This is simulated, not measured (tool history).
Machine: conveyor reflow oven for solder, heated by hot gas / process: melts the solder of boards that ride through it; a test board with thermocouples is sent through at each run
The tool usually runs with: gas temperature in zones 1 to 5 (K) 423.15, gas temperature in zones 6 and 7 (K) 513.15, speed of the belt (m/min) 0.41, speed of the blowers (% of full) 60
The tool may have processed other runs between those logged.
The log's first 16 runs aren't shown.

run,hour,gas temperature in zones 1 to 5 (K),gas temperature in zones 6 and 7 (K),speed of the belt (m/min),speed of the blowers (% of full),highest temperature of the board (K),time above the solder's melting point (s)
17,428.8,423.15,513.15,0.41,60,496.75,102.2
18,459.9,423.15,510.15,0.41,76,497.85,103.4
19,484.1,423.15,513.15,0.476,60,491.55,82.3
20,512.2,409.15,504.15,0.41,60,486.45,80.9
21,536.3,425.15,510.15,0.433,60,492.75,93.6
22,563.3,425.15,513.15,0.425,78,499.75,101.4
23,595.5,423.15,513.15,0.406,64,497.55,103.6
24,617.2,436.15,513.15,0.47,64,494.55,95.8
25,648.6,428.15,516.15,0.346,57,503.55,131.7
26,681.9,428.15,516.15,0.346,57,503.25,132.4
27,711,428.15,516.15,0.346,90,509.45,135
28,744.1,427.15,513.15,0.41,74,499.75,107.3
29,775.3,434.15,503.15,0.41,55,488.55,101
30,795.6,434.15,503.15,0.41,55,487.75,100.3

Below are 5 alternative next runs, each starting from the tool's condition after run 30. Predict each:
A,811.2,434.15,511.15,0.474,54,?,?
B,811.2,423.15,513.15,0.376,60,?,?
C,811.2,415.15,513.15,0.41,59,?,?
D,811.2,434.15,523.15,0.449,60,?,?
E,811.2,436.15,525.15,0.41,71,?,?

run,highest temperature of the board (K),time above the solder's melting point (s)
A,489.45,86.7
B,498.45,112.3
C,492.95,92.9
D,502.55,104.5
E,511.05,121.7
Without the tool's unlogged condition, the same runs would have read:
run,highest temperature of the board (K),time above the solder's melting point (s)
A,491.25,88.5
B,500.05,113.2
C,494.95,94.7
D,504.55,105
E,512.95,121.2

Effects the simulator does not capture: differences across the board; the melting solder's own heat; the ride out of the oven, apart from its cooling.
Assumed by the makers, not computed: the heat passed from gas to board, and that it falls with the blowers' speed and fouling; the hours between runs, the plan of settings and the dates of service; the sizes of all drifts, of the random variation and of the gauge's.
